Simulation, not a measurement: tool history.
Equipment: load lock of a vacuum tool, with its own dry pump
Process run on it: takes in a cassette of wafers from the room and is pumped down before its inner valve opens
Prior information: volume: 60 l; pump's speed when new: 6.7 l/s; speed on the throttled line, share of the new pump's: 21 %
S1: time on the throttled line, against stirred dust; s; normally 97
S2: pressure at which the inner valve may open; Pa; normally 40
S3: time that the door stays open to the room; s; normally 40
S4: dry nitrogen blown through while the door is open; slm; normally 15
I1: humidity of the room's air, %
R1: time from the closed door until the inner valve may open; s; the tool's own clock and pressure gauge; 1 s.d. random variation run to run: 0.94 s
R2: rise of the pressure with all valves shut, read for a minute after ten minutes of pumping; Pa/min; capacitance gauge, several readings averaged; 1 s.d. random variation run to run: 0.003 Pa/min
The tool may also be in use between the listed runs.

Run 1, hour 0.0: usual settings; I1 47.1. Result: R1 147.1 s, R2 0.023 Pa/min.
Run 2, hour 59.3: usual settings; I1 43.9. Result: R1 148.3 s, R2 0.027 Pa/min.
Run 3, hour 157.6: usual settings; I1 42.2. Result: R1 148.5 s, R2 0.016 Pa/min.
Run 4, hour 220.2: usual settings; I1 41.9. Result: R1 148.7 s, R2 0.021 Pa/min.
Run 5, hour 314.0: usual settings; I1 46.5. Result: R1 149.1 s, R2 0.018 Pa/min.
Run 6, hour 354.7: usual settings; I1 47.0. Result: R1 147.2 s, R2 0.016 Pa/min.
Run 7, hour 439.8: usual settings; I1 45.2. Result: R1 149.0 s, R2 0.019 Pa/min.
Run 8, hour 506.9: usual settings but S3 88 s; I1 44.2. Result: R1 146.5 s, R2 0.033 Pa/min.
Run 9, hour 602.7: usual settings but S3 88 s; I1 47.2. Result: R1 146.6 s, R2 0.036 Pa/min.
Run 10, hour 699.8: usual settings but S2 34 Pa; I1 47.7. Result: R1 148.8 s, R2 0.025 Pa/min.

Run 11 has not been measured yet. What should we expect?
At hour 721.3: dry pump taken out, an overhauled one fitted.
Run 11, hour 749.0: usual settings but S2 57 Pa; I1 44.9. Result: R1 ?, R2 ?.

R1: 143.7 s
R2: 0.024 Pa/min
On a tool with no hidden condition, and with the same random variation, this run would have come out at R1 143.7 s, R2 0.024 Pa/min.
